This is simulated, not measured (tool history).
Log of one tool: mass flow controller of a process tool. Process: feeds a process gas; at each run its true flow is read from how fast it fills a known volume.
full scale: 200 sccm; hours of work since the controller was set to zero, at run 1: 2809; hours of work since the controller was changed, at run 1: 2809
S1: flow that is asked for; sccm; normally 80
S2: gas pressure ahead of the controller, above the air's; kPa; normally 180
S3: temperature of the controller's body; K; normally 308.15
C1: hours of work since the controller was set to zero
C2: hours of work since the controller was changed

run 1 hour=0 | S1=80 S2=180 S3=308.15 | C1=2809 C2=2809 | true_flow_(%)=100.2
run 2 hour=190.3 | S1=80 S2=180 S3=308.15 | C1=2875 C2=2875 | true_flow_(%)=100.16
run 3 hour=320.2 | S1=80 S2=180 S3=308.15 | C1=2919 C2=2919 | true_flow_(%)=100.24
run 4 hour=423.9 | S1=80 S2=180 S3=308.15 | C1=2955 C2=2955 | true_flow_(%)=99.98
run 5 hour=556 | S1=80 S2=180 S3=308.15 | C1=3000 C2=3000 | true_flow_(%)=100.16
run 6 hour=679.7 | S1=177 S2=180 S3=308.15 | C1=3042 C2=3042 | true_flow_(%)=100.86
run 7 hour=841.6 | S1=80 S2=180 S3=308.15 | C1=3098 C2=3098 | true_flow_(%)=100.07
run 8 hour=1045 | S1=80 S2=180 S3=297.15 | C1=3168 C2=3168 | true_flow_(%)=99.02
run 9 hour=1202.9 | S1=21 S2=180 S3=308.15 | C1=3222 C2=3222 | true_flow_(%)=97.16
run 10 hour=1312.5 | S1=21 S2=180 S3=308.15 | C1=3259 C2=3259 | true_flow_(%)=97.15
run 11 hour=1501.2 | S1=21 S2=180 S3=308.15 | C1=3324 C2=3324 | true_flow_(%)=97.12
run 12 hour=1693.6 | S1=80 S2=180 S3=308.15 | C1=3390 C2=3390 | true_flow_(%)=100.03
run 13 hour=1816.1 | S1=80 S2=180 S3=308.15 | C1=3432 C2=3432 | true_flow_(%)=99.93
run 14 hour=1938.4 | S1=80 S2=154 S3=308.15 | C1=3474 C2=3474 | true_flow_(%)=99.77
run 15 hour=2034.8 | S1=80 S2=154 S3=308.15 | C1=3507 C2=3507 | true_flow_(%)=100.02

Run 16, settings as shown, results not yet in. Your forecast:
run 16 hour=2176.9 | S1=80 S2=154 S3=308.15 | C1=3556 C2=3556 | true_flow_(%)=?

{"run 16": {"true flow (%)": 100.05}}
With no hidden state in the tool, this same run would have given true flow (%) 100.77.

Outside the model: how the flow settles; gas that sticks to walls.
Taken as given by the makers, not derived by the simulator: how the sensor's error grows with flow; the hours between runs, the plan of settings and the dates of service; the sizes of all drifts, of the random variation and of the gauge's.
